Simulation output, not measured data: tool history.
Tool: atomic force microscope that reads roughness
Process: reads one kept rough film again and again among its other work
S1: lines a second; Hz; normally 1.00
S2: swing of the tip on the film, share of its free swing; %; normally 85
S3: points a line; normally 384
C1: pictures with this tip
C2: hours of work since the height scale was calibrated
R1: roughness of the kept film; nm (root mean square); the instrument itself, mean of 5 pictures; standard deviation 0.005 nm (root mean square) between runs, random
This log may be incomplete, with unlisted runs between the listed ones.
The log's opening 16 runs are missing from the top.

Run 17, hour 146.6: usual settings but S2 60 %; C1 41; C2 215. Result: R1 0.731 nm (root mean square).
Run 18, hour 156.2: usual settings but S2 60 %; C1 51; C2 221. Result: R1 0.719 nm (root mean square).
Run 19, hour 168.7: usual settings but S2 60 %; C1 65; C2 228. Result: R1 0.713 nm (root mean square).
Run 20, hour 175.1: usual settings but S2 60 %; C1 72; C2 231. Result: R1 0.707 nm (root mean square).
Run 21, hour 184.2: usual settings but S1 1.28 Hz; C1 83; C2 236. Result: R1 0.627 nm (root mean square).
Run 22, hour 190.5: usual settings but S1 1.28 Hz, S2 57 %, S3 568; C1 90; C2 240. Result: R1 0.693 nm (root mean square).
At hour 192.1: new tip fitted.
Run 23, hour 201.6: usual settings but S1 0.62 Hz, S2 78 %; C1 11; C2 246. Result: R1 0.768 nm (root mean square).
Run 24, hour 211.1: usual settings but S1 0.62 Hz, S2 78 %; C1 21; C2 251. Result: R1 0.759 nm (root mean square).
Run 25, hour 218.7: usual settings but S1 0.62 Hz, S2 57 %, S3 311; C1 30; C2 256. Result: R1 0.754 nm (root mean square).
Run 26, hour 231.9: usual settings but S1 0.62 Hz, S2 57 %, S3 311; C1 45; C2 263. Result: R1 0.745 nm (root mean square).
Run 27, hour 240.6: usual settings but S1 1.05 Hz; C1 54; C2 268. Result: R1 0.681 nm (root mean square).
Run 28, hour 250.3: usual settings but S1 0.65 Hz, S2 84 %, S3 621; C1 65; C2 273. Result: R1 0.696 nm (root mean square).
Run 29, hour 261.6: usual settings but S2 65 %, S3 884; C1 78; C2 280. Result: R1 0.706 nm (root mean square).
Run 30, hour 269.9: usual settings but S2 58 %, S3 884; C1 87; C2 285. Result: R1 0.696 nm (root mean square).
At hour 273.9: new tip fitted.
Run 31, hour 279.0: usual settings but S1 2.05 Hz, S2 82 %; C1 6; C2 289. Result: R1 0.695 nm (root mean square).
Run 32, hour 287.6: usual settings but S1 3.75 Hz, S2 57 %; C1 16; C2 294. Result: R1 0.739 nm (root mean square).
Run 33, hour 296.1: usual settings but S1 3.75 Hz, S2 57 %; C1 25; C2 299. Result: R1 0.730 nm (root mean square).
Run 34, hour 306.7: usual settings but S1 3.75 Hz, S2 57 %; C1 37; C2 305. Result: R1 0.706 nm (root mean square).
Run 35, hour 318.8: usual settings but S1 3.75 Hz, S2 57 %; C1 50; C2 312. Result: R1 0.700 nm (root mean square).

Expected results for the next run?
Run 36, hour 328.9: usual settings but S1 1.28 Hz, S2 69 %, S3 438; C1 62; C2 318. Result: R1 ?.

Run 36 yielded R1 0.708 nm (root mean square).
With the hidden condition absent and the run-to-run variation left alone, this run would have shown R1 0.784 nm (root mean square).
